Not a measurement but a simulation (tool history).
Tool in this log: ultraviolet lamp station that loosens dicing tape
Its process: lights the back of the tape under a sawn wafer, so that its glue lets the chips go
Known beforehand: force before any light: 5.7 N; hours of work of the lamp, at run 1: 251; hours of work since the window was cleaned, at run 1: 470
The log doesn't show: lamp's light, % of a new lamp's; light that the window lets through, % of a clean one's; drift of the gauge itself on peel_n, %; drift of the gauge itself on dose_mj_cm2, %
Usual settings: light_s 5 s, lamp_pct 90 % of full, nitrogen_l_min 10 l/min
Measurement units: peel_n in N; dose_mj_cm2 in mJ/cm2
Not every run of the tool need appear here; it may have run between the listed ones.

run   hour  light_s  lamp_pct  nitrogen_l_min  hours of work of the lamp  hours of work since the window was cleaned  peel_n  dose_mj_cm2
  1    0.0        5        90              10                        251                                         470   0.437          465
  2   11.6        5        90              10                        256                                         475   0.451          471
  3   23.2        5        80              10                        261                                         480   0.551          419
      37.3  -- window cleaned of glue's vapour
  4   37.3        5        80              10                        266                                           0   0.417          487
  5   55.0        9        90              10                        273                                           7   0.210          990
  6   76.5        5        90              10                        282                                          16   0.357          540
  7   98.4        5        90              10                        291                                          25   0.355          545
  8  108.8        5        90              10                        295                                          29   0.347          536
  9  122.0        5        70              10                        301                                          34   0.542          412
 10  131.3        5        70              10                        304                                          38   0.532          415
 11  147.7        3        90               6                        311                                          45   1.146          322
 12  157.6        5        90               4                        315                                          49   0.629          528
 13  175.0       10        72               3                        322                                          56   0.345          835
 14  187.3       10        72               3                        327                                          61   0.360          844
 15  205.0       10        72               3                        334                                          68   0.361          838
 16  222.7        3        72               5                        341                                          75   1.681          246
 17  242.1        5        92               3                        349                                          83   0.792          521
 18  254.7        3        95              10                        354                                          88   0.805          324
 19  268.7        2        64              10                        360                                          94   2.218          144
 20  283.2        5        62              10                        366                                         100   0.723          355

What if the next run were any one of these 5? Each begins from the tool's condition after run 20:
  A  304.3        5        67               9                        375                                         108       ?            ?
  B  304.3        8        90              10                        375                                         108       ?            ?
  C  304.3        5        62              12                        375                                         108       ?            ?
  D  304.3        5        83              10                        375                                         108       ?            ?
  E  304.3        5        83               4                        375                                         108       ?            ?

run  peel_n  dose_mj_cm2
  A   0.706          378
  B   0.233          803
  C   0.681          348
  D   0.449          461
  E   0.817          467
Without the tool's hidden state the same runs would have given:
run  peel_n  dose_mj_cm2
  A   0.450          489
  B   0.213         1039
  C   0.438          451
  D   0.301          598
  E   0.523          604
